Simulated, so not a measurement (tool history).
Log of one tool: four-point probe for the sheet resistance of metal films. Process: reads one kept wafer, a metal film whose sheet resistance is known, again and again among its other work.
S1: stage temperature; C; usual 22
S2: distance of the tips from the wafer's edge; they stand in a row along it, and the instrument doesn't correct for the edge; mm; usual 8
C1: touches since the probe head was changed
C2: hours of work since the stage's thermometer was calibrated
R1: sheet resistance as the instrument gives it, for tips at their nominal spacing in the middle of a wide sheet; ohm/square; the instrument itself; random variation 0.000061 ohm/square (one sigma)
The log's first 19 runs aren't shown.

run	day	S1	S2	C1	C2	R1
20	20.633	22	5	41129	2178	0.308778
21	21.704	22	5	41681	2190	0.308827
22	22.346	22	8	42012	2197	0.304951
23	23.071	22	8	42385	2204	0.305062
24	23.879	22	12	42802	2213	0.303536
25	24.683	20	64	43217	2222	0.30283
26	25.579	19	8	43680	2231	0.305783
27	27.029	21	32	44428	2247	0.302875
28	28.542	34	63	45206	2263	0.299692
29	29.783	25	5	45848	2277	0.307956
30	30.629	25	15	46283	2286	0.302441
31	31.262	20	25	46610	2293	0.303307
32	32.017	20	5	46999	2301	0.309392
33	32.646	20	5	47324	2308	0.309396
34	33.8	19	15	47918	2320	0.303883
35	35.292	19	15	48688	2336	0.303994
36	36.267	20	8	49190	2346	0.305569

Forecast run 37:
37	37.383	24	11	49766	2359	?

{"run 37": {"R1": 0.30328}}
Without the tool's hidden state the same run would have given R1 0.302735 ohm/square.
